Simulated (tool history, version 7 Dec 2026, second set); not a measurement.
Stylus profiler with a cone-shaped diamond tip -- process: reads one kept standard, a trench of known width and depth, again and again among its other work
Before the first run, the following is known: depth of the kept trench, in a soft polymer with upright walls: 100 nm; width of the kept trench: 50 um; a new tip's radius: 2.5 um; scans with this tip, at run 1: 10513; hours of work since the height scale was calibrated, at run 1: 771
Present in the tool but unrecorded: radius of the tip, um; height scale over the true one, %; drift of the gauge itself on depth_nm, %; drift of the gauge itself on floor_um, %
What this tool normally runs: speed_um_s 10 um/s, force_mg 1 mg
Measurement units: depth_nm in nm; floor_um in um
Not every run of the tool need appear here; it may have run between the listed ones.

run	hour	speed_um_s	force_mg	scans with this tip	hours of work since the height scale was calibrated	depth_nm	floor_um
1	0	10	1	10513	771	100.19	47.58
2	84.1	10	1	11409	837	100.22	47.57
3	158.4	10	1	12200	895	100.11	47.48
4	225.5	10	1	12916	947	100.17	47.5
# hour 257.9: new tip fitted, height scale calibrated
5	289.8	10	1	340	25	100.3	48.45
6	375	10	1	1248	92	100.38	48.32
7	428.2	10	1	1815	133	100.32	48.26
8	513	10	1	2719	199	100.26	48.2
9	606.4	10	1	3714	272	100.22	48.14
10	716.7	10	1	4890	359	100.2	48.03
11	776.7	10	1	5530	406	100.16	47.92
12	870.1	20	1	6525	479	100.22	47.78
13	979.3	20	1	7689	564	100.18	47.74
14	1050.8	20	1	8451	620	100.13	47.67
15	1112.5	20	0.84	9109	668	100.06	47.61
16	1160.7	20	0.84	9623	706	100.04	47.52
17	1211	20	0.84	10158	745	100.15	47.52
18	1306.6	10	0.9	11177	820	99.99	47.57
19	1385.5	7	2.66	12018	881	100.47	47.57
20	1475.1	7	2.66	12973	951	100.31	47.52
# hour 1494.5: new tip fitted, height scale calibrated
21	1539.3	7	2.66	477	35	100.73	48.5
22	1630.2	12	0.79	1446	106	100.35	48.29
23	1709.7	12	0.79	2293	168	100.23	48.24
24	1789.6	3	0.79	3144	231	100.3	48.31
25	1849.2	3	0.79	3780	277	100.22	48.21
26	1956.2	31	0.75	4921	361	100.27	47.75
27	2065.6	15	1.37	6086	446	100.3	47.93
28	2167.1	30	2.4	7169	526	100.5	47.76
29	2249.3	30	2.4	8044	590	100.6	47.67
30	2358.2	37	2.64	9206	675	100.52	47.58

Results per run with the tool's hidden condition removed, run-to-run variation unchanged:
run	depth_nm	floor_um
1	100.42	48.43
2	100.48	48.49
3	100.38	48.45
4	100.46	48.51
5	100.35	48.52
6	100.45	48.48
7	100.41	48.47
8	100.37	48.5
9	100.36	48.52
10	100.36	48.51
11	100.34	48.45
12	100.43	48.38
13	100.41	48.43
14	100.38	48.41
15	100.33	48.4
16	100.32	48.34
17	100.45	48.38
18	100.31	48.5
19	100.82	48.56
20	100.68	48.57
21	100.75	48.55
22	100.39	48.44
23	100.29	48.47
24	100.38	48.62
25	100.32	48.58
26	100.4	48.21
27	100.45	48.49
28	100.68	48.4
29	100.8	48.37
30	100.75	48.36
